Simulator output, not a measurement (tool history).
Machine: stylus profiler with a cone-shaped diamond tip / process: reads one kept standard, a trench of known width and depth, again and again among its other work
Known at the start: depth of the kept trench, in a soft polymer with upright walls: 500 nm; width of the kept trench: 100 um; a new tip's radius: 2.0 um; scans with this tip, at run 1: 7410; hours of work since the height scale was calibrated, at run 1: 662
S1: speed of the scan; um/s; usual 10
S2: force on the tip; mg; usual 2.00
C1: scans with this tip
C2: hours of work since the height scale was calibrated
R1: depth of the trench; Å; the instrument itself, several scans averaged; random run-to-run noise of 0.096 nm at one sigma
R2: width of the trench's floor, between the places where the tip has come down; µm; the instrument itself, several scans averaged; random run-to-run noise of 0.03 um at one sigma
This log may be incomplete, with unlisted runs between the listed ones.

run,day,S1,S2,C1,C2,R1,R2
1,0.000,10,2.00,7410,662,5053.4,96.68
2,0.700,10,4.45,7547,674,5083.0,96.72
3,1.183,10,4.45,7642,682,5083.0,96.79
# day 1.283: height scale calibrated on a step standard
4,1.942,10,4.45,7786,12,5086.3,96.69
5,2.883,10,3.56,7971,28,5075.6,96.69
# day 3.242: height scale calibrated on a step standard, once more
6,3.738,10,2.00,8134,9,5039.1,96.65
7,4.242,10,2.00,8233,18,5040.0,96.61
8,4.721,10,2.00,8326,26,5039.2,96.64
9,5.217,5,2.09,8423,35,5039.5,96.67
10,5.717,23,0.67,8521,43,5019.3,96.43
11,6.433,3,2.00,8661,56,5038.0,96.66

The logged runs with the hidden state left out (each run's random variation unchanged):
What the log doesn't record here: radius of the tip, um; height scale over the true one, %; drift of the gauge itself on depth_nm, %; drift of the gauge itself on floor_um, %.
run,R1,R2
1,5041.4,97.26
2,5070.8,97.31
3,5070.6,97.38
4,5071.7,97.30
5,5060.7,97.30
6,5041.7,97.28
7,5042.5,97.24
8,5041.5,97.28
9,5041.7,97.32
10,5021.3,97.08
11,5039.8,97.32

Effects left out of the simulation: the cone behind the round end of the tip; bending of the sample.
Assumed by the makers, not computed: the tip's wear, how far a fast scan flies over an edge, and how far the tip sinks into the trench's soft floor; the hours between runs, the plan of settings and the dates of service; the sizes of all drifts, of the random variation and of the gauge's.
